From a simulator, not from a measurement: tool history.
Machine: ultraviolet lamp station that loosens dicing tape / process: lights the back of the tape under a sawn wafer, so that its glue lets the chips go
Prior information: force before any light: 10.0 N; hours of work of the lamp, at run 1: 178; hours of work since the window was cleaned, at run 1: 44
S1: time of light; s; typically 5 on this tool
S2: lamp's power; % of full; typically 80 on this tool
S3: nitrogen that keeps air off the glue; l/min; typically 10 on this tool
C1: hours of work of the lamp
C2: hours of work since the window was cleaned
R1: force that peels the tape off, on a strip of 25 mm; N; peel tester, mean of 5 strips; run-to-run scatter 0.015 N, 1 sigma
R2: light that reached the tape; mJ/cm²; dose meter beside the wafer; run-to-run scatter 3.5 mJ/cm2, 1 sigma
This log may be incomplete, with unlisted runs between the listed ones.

run	hour	S1	S2	S3	C1	C2	R1	R2
1	0.0	5	80	10	178	44	0.811	546
2	7.5	5	80	10	183	49	0.839	549
3	16.3	5	80	6	188	54	1.187	543
4	24.6	5	80	6	193	59	1.191	543
5	33.2	5	80	10	198	64	0.798	543
6	41.8	5	80	10	204	70	0.834	542
7	50.2	4	80	10	209	75	1.350	431
8	60.5	5	84	10	215	81	0.747	563
9	70.5	5	84	10	221	87	0.745	564
10	78.8	5	100	10	226	92	0.496	668
11	84.5	5	100	10	230	96	0.477	667
12	95.0	5	80	7	236	102	1.091	522
13	102.5	5	80	7	241	107	1.120	523
14	111.1	9	75	7	246	112	0.306	888
15	121.9	5	97	10	252	119	0.578	638
16	130.7	2	70	5	258	124	4.870	184
17	139.5	9	80	6	263	129	0.316	929
18	149.5	5	75	15	269	135	0.848	487
19	160.4	5	75	18	276	142	0.744	484
20	166.0	4	80	15	279	146	1.147	412
21	171.0	4	88	14	282	149	0.990	452
22	177.4	8	80	19	286	153	0.186	817
23	188.3	8	80	19	293	159	0.179	820
24	195.1	3	82	4	297	163	3.404	314
25	204.4	8	72	10	303	169	0.384	730
26	211.6	8	72	10	307	173	0.375	727

Results per run with the tool's hidden condition removed, run-to-run variation unchanged:
Hidden state present: lamp's light, % of a new lamp's; light that the window lets through, % of a clean one's; drift of the gauge itself on peel_n, %; drift of the gauge itself on dose_mj_cm2, %.
run	R1	R2
1	0.697	582
2	0.718	586
3	1.025	582
4	1.023	585
5	0.666	586
6	0.692	587
7	1.145	468
8	0.605	614
9	0.600	617
10	0.390	733
11	0.372	733
12	0.879	578
13	0.898	580
14	0.231	987
15	0.435	712
16	4.486	205
17	0.232	1044
18	0.636	550
19	0.546	549
20	0.871	468
21	0.734	515
22	0.141	933
23	0.133	940
24	2.902	361
25	0.262	842
26	0.253	841

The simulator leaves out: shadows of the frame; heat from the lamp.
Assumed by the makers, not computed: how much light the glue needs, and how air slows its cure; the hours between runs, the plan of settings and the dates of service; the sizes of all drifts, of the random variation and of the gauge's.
